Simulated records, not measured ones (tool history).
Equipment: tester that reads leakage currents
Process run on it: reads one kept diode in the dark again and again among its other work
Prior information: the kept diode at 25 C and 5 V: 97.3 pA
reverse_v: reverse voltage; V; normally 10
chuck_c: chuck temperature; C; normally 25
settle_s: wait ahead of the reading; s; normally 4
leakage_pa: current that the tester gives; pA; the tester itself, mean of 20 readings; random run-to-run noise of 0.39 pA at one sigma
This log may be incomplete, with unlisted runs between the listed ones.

run     day  reverse_v  chuck_c  settle_s  leakage_pa
  1       0         10       25         4      131.37
  2   5.888         10       25         4      130.74
  3   9.346         10       25         4      130.33
  4  15.267        3.2       25         4        78.3
  5    20.1        3.6       25         4       81.49
  6  24.688        3.6       25         4        81.6
  7  28.871         10       25         4      127.17
  8  31.975         10       25         4      126.33
  9  37.817         10       25      2.31      125.45
 10  43.108         10       42         4      454.34
 11  46.871        5.3       42         4      350.21
     47.254  -- chuck's temperature calibrated
 12  50.154        7.4       25      6.25      103.31
 13  52.938        7.4       25      6.25      103.25
 14  56.621        1.4       58         4       625.1
 15  61.146        2.4       25      0.38       62.37
     62.204  -- chuck's temperature calibrated, once more
 16  63.738        2.7       51         4      586.24
 17  66.829        3.2       21      0.32       64.12
 18  71.783        1.8       21       2.5       47.91
 19  74.696         10       21      1.88      107.45

5 ways to go on from here, each from the tool as it stands after run 19. What would each give?
  A  79.308        1.1       55         1           ?
  B  79.308         10       23      0.43           ?
  C  79.308        3.5       21      1.88           ?
  D  79.308         10       25      6.25           ?
  E  79.308        5.4       21      0.63           ?

run  leakage_pa
  A      531.72
  B      127.44
  C       63.33
  D       141.5
  E       79.93
Take away the tool's hidden state, keep each run's random variation, and the runs would have read:
run  leakage_pa
  A      561.39
  B      113.24
  C       59.94
  D      128.58
  E       73.18
